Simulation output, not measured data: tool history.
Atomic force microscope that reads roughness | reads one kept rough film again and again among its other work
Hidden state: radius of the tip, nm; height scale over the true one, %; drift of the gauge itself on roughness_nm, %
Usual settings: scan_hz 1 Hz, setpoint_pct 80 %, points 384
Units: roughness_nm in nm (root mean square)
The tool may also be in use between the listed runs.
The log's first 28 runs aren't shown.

run,hour,scan_hz,setpoint_pct,points,pictures with this tip,hours of work since the height scale was calibrated,roughness_nm
29,229.4,0.56,60,321,20,207,2.127
30,239.4,0.56,74,321,34,213,2.01
31,250.4,0.56,74,321,50,220,1.893
32,259.3,0.56,74,321,63,226,1.791
33,269.8,0.8,86,706,78,232,1.691
34,278.9,0.8,86,706,91,238,1.632
35,290.8,2.69,67,706,108,246,1.539
36,301,2.69,64,317,123,252,1.446
37,312.2,2.69,64,280,139,259,1.371
38,317.5,2.69,64,280,147,262,1.349

Forecast each of these 5 alternatives for the next run:
A,323.5,0.79,80,802,155,266,?
B,323.5,2.69,84,280,155,266,?
C,323.5,2.98,72,1009,155,266,?
D,323.5,0.84,64,474,155,266,?
E,323.5,1.72,70,384,155,266,?

run,roughness_nm
A,1.382
B,1.219
C,1.317
D,1.388
E,1.353
Without the tool's hidden state the same runs would have given:
run,roughness_nm
A,2.308
B,2.038
C,2.201
D,2.32
E,2.262
